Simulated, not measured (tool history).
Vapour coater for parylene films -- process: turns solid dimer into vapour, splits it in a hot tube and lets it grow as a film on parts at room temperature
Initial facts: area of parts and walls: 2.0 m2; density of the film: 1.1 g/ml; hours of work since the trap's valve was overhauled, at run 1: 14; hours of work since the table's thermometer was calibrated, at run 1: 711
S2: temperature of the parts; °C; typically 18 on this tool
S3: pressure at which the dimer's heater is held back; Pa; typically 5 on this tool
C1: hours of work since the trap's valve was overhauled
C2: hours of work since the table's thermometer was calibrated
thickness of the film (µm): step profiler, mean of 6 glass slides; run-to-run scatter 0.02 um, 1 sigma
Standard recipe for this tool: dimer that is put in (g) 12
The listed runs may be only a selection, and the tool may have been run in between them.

Run 1, hour 0: usual settings; C1 14; C2 711. Result: thickness of the film (µm) 3.16.
Run 2, hour 35.2: usual settings but S2 12 °C; C1 35; C2 731. Result: thickness of the film (µm) 3.79.
Run 3, hour 56: usual settings but S2 12 °C; C1 46; C2 743. Result: thickness of the film (µm) 3.77.
Run 4, hour 93.3: usual settings but S2 12 °C; C1 68; C2 765. Result: thickness of the film (µm) 3.78.
Run 5, hour 124.6: usual settings; C1 86; C2 783. Result: thickness of the film (µm) 3.11.
Run 6, hour 164.9: usual settings; C1 110; C2 806. Result: thickness of the film (µm) 3.15.
Run 7, hour 197.1: usual settings; C1 128; C2 825. Result: thickness of the film (µm) 3.11.
Run 8, hour 233.4: usual settings; C1 149; C2 846. Result: thickness of the film (µm) 3.15.
At hour 250.3: table's thermometer calibrated.
Run 9, hour 268.2: usual settings; C1 169; C2 10. Result: thickness of the film (µm) 3.12.
Run 10, hour 297.9: usual settings but S2 20 °C; C1 186; C2 28. Result: thickness of the film (µm) 2.93.
Run 11, hour 341.2: usual settings but S2 20 °C; C1 211; C2 53. Result: thickness of the film (µm) 2.95.
Run 12, hour 383.9: usual settings but S2 14 °C; C1 236; C2 77. Result: thickness of the film (µm) 3.51.
Run 13, hour 415.4: usual settings; C1 254; C2 96. Result: thickness of the film (µm) 3.08.
Run 14, hour 440: usual settings but dimer that is put in (g) 7, S2 19 °C, S3 3.25 Pa; C1 268; C2 110. Result: thickness of the film (µm) 1.92.
Run 15, hour 483.1: usual settings but dimer that is put in (g) 9, S2 17 °C; C1 293; C2 135. Result: thickness of the film (µm) 2.44.
At hour 514: trap's valve overhauled.
Run 16, hour 525.8: usual settings but S2 13 °C, S3 2.02 Pa; C1 7; C2 157. Result: thickness of the film (µm) 4.43.
Run 17, hour 553.6: usual settings but S2 13 °C, S3 2.02 Pa; C1 23; C2 173. Result: thickness of the film (µm) 4.44.
Run 18, hour 590.4: usual settings but dimer that is put in (g) 15, S3 3.21 Pa; C1 44; C2 195. Result: thickness of the film (µm) 4.31.
Run 19, hour 630.6: usual settings but S2 13 °C; C1 67; C2 218. Result: thickness of the film (µm) 3.63.
Run 20, hour 657.4: usual settings but S2 13 °C; C1 83; C2 233. Result: thickness of the film (µm) 3.66.
Run 21, hour 679: usual settings but S2 13 °C; C1 96; C2 246. Result: thickness of the film (µm) 3.68.
Run 22, hour 699.5: usual settings but dimer that is put in (g) 6, S2 11 °C, S3 2.61 Pa; C1 107; C2 258. Result: thickness of the film (µm) 2.23.
Run 23, hour 732.3: usual settings but dimer that is put in (g) 6, S2 11 °C, S3 2.61 Pa; C1 126; C2 277. Result: thickness of the film (µm) 2.25.
Run 24, hour 751.1: usual settings but dimer that is put in (g) 6, S2 11 °C, S3 2.61 Pa; C1 137; C2 287. Result: thickness of the film (µm) 2.23.
Run 25, hour 781.1: usual settings but dimer that is put in (g) 16, S2 12 °C, S3 3.17 Pa; C1 155; C2 305. Result: thickness of the film (µm) 5.56.

Here are 3 independent what-if runs from the current tool condition. What would each one return?
Run A, hour 813.3: usual settings but dimer that is put in (g) 8, S2 16 °C, S3 11.63 Pa; C1 173; C2 324. Result: thickness of the film (µm) ?.
Run B, hour 813.3: usual settings but dimer that is put in (g) 20, S2 22 °C, S3 4.7 Pa; C1 173; C2 324. Result: thickness of the film (µm) ?.
Run C, hour 813.3: usual settings but dimer that is put in (g) 9, S2 12 °C, S3 11.97 Pa; C1 173; C2 324. Result: thickness of the film (µm) ?.

run  thickness of the film (µm)
  A                        1.84
  B                         4.7
  C                        2.36
Had the tool no hidden state, the same runs would have come out as:
run  thickness of the film (µm)
  A                        1.84
  B                        4.71
  C                        2.37
